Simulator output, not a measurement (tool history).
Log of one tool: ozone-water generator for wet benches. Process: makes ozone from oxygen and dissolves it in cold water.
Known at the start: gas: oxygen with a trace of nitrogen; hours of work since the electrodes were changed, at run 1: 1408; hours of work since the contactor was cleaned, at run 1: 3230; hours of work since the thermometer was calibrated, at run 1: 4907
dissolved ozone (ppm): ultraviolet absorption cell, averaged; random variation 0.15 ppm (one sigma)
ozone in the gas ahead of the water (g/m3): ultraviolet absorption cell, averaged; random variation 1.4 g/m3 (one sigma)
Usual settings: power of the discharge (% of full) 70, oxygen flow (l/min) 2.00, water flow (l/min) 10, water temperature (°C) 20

run	hour	power of the discharge (% of full)	oxygen flow (l/min)	water flow (l/min)	water temperature (°C)	hours of work since the electrodes were changed	hours of work since the contactor was cleaned	hours of work since the thermometer was calibrated	dissolved ozone (ppm)	ozone in the gas ahead of the water (g/m3)
1	0.0	70	2.00	10	20	1408	3230	4907	18.2	259.3
2	33.5	70	2.00	10	20	1435	3258	4934	17.6	261.6
3	52.6	70	2.00	15	20	1451	3273	4950	12.4	262.7
4	95.3	70	2.00	15	20	1486	3308	4985	12.2	261.9
5	140.3	70	2.00	11	20	1523	3345	5022	16.2	261.5
6	176.2	67	2.00	10	20	1552	3375	5051	17.7	257.6
7	220.2	67	2.00	10	20	1588	3411	5087	17.3	256.7
8	244.4	70	2.00	15	20	1608	3431	5107	12.2	261.0
9	274.0	70	2.00	15	20	1632	3455	5132	12.2	262.3
10	308.1	70	2.00	10	27	1660	3483	5159	16.3	261.6
11	332.7	70	2.00	16	20	1680	3503	5180	11.3	262.6
12	355.1	65	2.00	10	21	1699	3521	5198	16.9	254.0
# hour 366.4: contactor cleaned
13	404.0	65	2.00	10	21	1735	31	5235	16.9	253.2
14	423.4	65	2.00	10	21	1751	47	5251	16.7	254.2
15	460.7	65	2.00	10	21	1782	77	5281	17.0	251.6
16	482.7	65	2.00	10	21	1800	95	5299	17.0	251.9
17	508.2	65	2.37	11	21	1821	116	5320	15.8	232.1
18	532.2	70	1.25	10	13	1841	136	5340	17.7	336.0
19	553.6	70	1.35	13	12	1858	153	5357	13.3	322.2
# hour 575.5: water thermometer calibrated
20	575.5	70	1.35	7	12	1876	171	0	25.9	320.2
21	598.0	70	1.35	7	12	1894	189	18	25.7	321.5

4 ways to go on from here, each from the tool as it stands after run 21. What would each give?
A	635.0	84	1.35	6	21	1924	220	49	?	?
B	635.0	57	2.00	10	20	1924	220	49	?	?
C	635.0	70	1.35	7	23	1924	220	49	?	?
D	635.0	70	1.41	13	15	1924	220	49	?	?

run	dissolved ozone (ppm)	ozone in the gas ahead of the water (g/m3)
A	28.9	357.8
B	16.2	236.8
C	22.6	324.2
D	13.6	314.0
Without the tool's hidden state the same runs would have given:
run	dissolved ozone (ppm)	ozone in the gas ahead of the water (g/m3)
A	29.0	353.2
B	16.2	233.7
C	22.6	320.1
D	13.6	310.0

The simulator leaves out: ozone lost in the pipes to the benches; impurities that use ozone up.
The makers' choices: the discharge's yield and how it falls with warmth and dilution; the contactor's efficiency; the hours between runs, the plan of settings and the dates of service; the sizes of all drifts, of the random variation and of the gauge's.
